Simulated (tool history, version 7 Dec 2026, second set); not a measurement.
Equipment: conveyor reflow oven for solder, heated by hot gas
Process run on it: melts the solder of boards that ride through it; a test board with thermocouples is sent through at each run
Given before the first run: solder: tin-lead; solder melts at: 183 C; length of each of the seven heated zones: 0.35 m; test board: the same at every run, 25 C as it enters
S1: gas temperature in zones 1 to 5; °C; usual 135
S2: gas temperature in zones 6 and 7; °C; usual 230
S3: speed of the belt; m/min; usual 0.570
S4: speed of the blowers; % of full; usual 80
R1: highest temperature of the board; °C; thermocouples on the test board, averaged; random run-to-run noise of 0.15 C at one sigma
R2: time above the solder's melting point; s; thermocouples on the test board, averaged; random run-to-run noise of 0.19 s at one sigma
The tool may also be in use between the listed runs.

run	hour	S1	S2	S3	S4	R1	R2
1	0.0	135	230	0.570	80	208.9	46.5
2	63.2	135	230	0.570	80	209.1	46.5
3	129.8	135	230	0.570	80	208.8	45.4
4	162.0	135	230	0.570	80	205.8	41.8
5	190.7	135	230	0.570	80	205.9	41.9
6	224.0	135	230	0.570	80	205.2	41.6
7	260.2	135	230	0.570	80	205.3	41.3
8	293.7	135	230	0.570	80	205.1	41.1
9	342.3	135	230	0.570	80	204.9	41.0
10	388.9	135	230	0.570	80	211.4	49.7
11	421.7	135	230	0.570	80	211.5	49.4
12	482.0	135	230	0.570	80	211.0	48.9
13	521.3	135	230	0.570	80	211.2	48.7
14	575.4	135	230	0.570	65	207.4	44.4
15	618.7	146	230	0.570	80	213.0	54.6
16	656.2	135	230	0.570	80	210.4	48.0
17	711.4	135	230	0.570	86	211.4	48.9
18	774.6	147	236	0.505	57	217.1	65.5
19	834.1	148	243	0.657	81	217.4	50.5
20	879.3	148	243	0.657	81	217.6	50.2
21	934.7	148	243	0.657	81	220.7	52.0
22	973.3	135	234	0.570	80	215.5	51.8
23	1025.8	135	241	0.570	71	219.1	54.5
24	1062.0	135	241	0.570	71	219.0	54.2
25	1122.7	135	241	0.570	71	218.4	53.9
26	1169.0	135	241	0.570	71	218.1	53.7
27	1209.8	136	236	0.628	80	212.2	44.5
28	1259.2	136	236	0.628	80	212.0	44.1
29	1311.2	135	230	0.595	74	207.8	42.0
30	1373.3	122	245	0.465	86	226.5	69.7
31	1426.7	122	245	0.465	86	226.5	69.6

Between the runs listed above, the log contained 5 entries, not reproduced here. Where in the sequence does each belong, and how does what the log doesn't record of the tool's condition differ from the listed run before to the listed run after?
After run 3, before run 4: flux residue cleaned out of gas plates and filters (hour 153.6)
  heat that the gas passes to the board, % of a clean oven's: 90.2 -> 82.7; belt's true speed, % of the reading: 99.1 -> 99.08; true gas temperature in zones 6 and 7 over the reading, C: 0.95 -> 1
  difference, measured minus the result without the unlogged condition, R1: -2.2 -> -5.0 °C; R2: -2.4 -> -6.1 s
After run 9, before run 10: flux residue cleaned out of gas plates and filters, once more (hour 357.6)
  heat that the gas passes to the board, % of a clean oven's: 79.7 -> 98.5; belt's true speed, % of the reading: 98.96 -> 98.94; true gas temperature in zones 6 and 7 over the reading, C: 1.31 -> 1.38
  difference, measured minus the result without the unlogged condition, R1: -5.9 -> +1.0 °C; R2: -7.4 -> +1.4 s
After run 20, before run 21: flux residue cleaned out of gas plates and filters (hour 902.4); belt drive overhauled, speed set with a stopwatch (hour 934.7)
  heat that the gas passes to the board, % of a clean oven's: 88.9 -> 99; belt's true speed, % of the reading: 98.61 -> 100.03; true gas temperature in zones 6 and 7 over the reading, C: 2.26 -> 2.34
  difference, measured minus the result without the unlogged condition, R1: -1.9 -> +1.5 °C; R2: -1.0 -> +0.8 s
After run 29, before run 30: thermocouples of zones 6 and 7 changed (hour 1324.5)
  heat that the gas passes to the board, % of a clean oven's: 91.9 -> 90.8; belt's true speed, % of the reading: 99.79 -> 99.75; true gas temperature in zones 6 and 7 over the reading, C: 3.02 -> 0.31
  difference, measured minus the result without the unlogged condition, R1: -0.3 -> -2.7 °C; R2: -0.8 -> -2.2 s
